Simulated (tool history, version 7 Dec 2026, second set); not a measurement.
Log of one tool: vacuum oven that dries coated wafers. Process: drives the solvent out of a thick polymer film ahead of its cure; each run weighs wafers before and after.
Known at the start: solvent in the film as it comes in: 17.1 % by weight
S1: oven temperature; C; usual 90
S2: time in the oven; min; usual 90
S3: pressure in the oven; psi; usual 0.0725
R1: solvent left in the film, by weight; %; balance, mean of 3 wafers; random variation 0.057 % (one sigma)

run    hour   S1   S2      S3     R1
  1       0   90   90  0.0725   2.77
  2    91.5   90   90  0.0725   2.82
  3   169.8   90   90  0.0725   2.83
  4   263.9   90   90  0.0725   2.82
  5   356.2   90   90  0.0725   2.78
  6   477.6   90   90  0.0725   2.84
  7   584.2   90   90  0.0725   2.87
  8   713.3   90   90  0.0725   2.87
  9     800   90   90  0.0725   2.84
 10     916   90   90  0.0725   2.78
 11   981.7   90   90  0.1358   3.05
 12  1113.2   90   90  0.0725   2.81
 13  1218.8   90   90  0.0725   2.78
 14  1343.6   93   90  0.0725   1.77
 15  1420.1   93   90  0.0725   1.99
 16  1506.7   93   90  0.0725   1.97
 17  1595.6   93  109  0.0725   1.31
 18  1677.4   90   90  0.0725   2.79
 19  1801.6   90   90  0.0725   2.85
 20  1870.3   90   90  0.0725   2.89
 21  1974.2   90   90  0.1288      3
 22    2073   90   90  0.0725   2.88
 23  2140.7   79   90  0.0725   6.87
 24    2214   90   97  0.0725   2.44
 25  2320.9   90  114  0.0725   1.98
 26  2430.7   90  122  0.0409   1.59
 27  2517.6   96  122  0.1637   0.86
 28  2606.9   87  122  0.1637   2.77
 29  2694.8   75   86  0.1487   9.02
 30  2797.7   94   85  0.0479   1.79
 31  2905.6   94   85  0.0479   1.77
 32  3020.4   90   60  0.0515   4.62
 33  3092.8   90   60  0.0515   4.71
 34  3220.4   81   50  0.0725   8.88
 35  3288.5   85   90  0.0725   4.56
 36  3375.1   75   63  0.1566  10.08
 37  3448.2   92   64  0.0383   3.51
 38  3537.2  104   60  0.0515   0.83
 39  3644.2   77  123  0.0949   6.18
 40  3713.8   88  127  0.0725   1.99
 41  3809.9   85   58  0.1983   7.04
 42  3878.7   98  103  0.0716   0.66
 43    3972   98  103  0.0716   0.67
 44  4049.1   98  103  0.0716   0.55
 45  4181.8   98  103  0.0716   0.59
 46  4266.7   85  134  0.2202   3.25
 47  4340.7   85  134  0.2202   3.21

Taken out of this log: 5 entries between the listed runs. Where each belongs, and how the hidden state differs across it:
Between runs 6 and 7: vacuum gauge cleaned of residue and calibrated (hour 572.4)
  true pressure over the reading, kPa: 0.027 -> -0.001
Between runs 7 and 8: oven's thermocouples calibrated (hour 608.2)
  true wafer temperature over the reading, C: 0.08 -> 0.01; true pressure over the reading, kPa: -0.001 -> 0
Between runs 22 and 23: oven's thermocouples calibrated (hour 2129.8)
  true wafer temperature over the reading, C: 0.09 -> 0.02; true pressure over the reading, kPa: 0.012 -> 0.013
Between runs 38 and 39: vacuum gauge cleaned of residue and calibrated (hour 3638.3)
  true pressure over the reading, kPa: 0.025 -> 0
Between runs 39 and 40: oven's thermocouples calibrated (hour 3654.5)
  true wafer temperature over the reading, C: 0.1 -> 0.02; true pressure over the reading, kPa: 0 -> 0.001
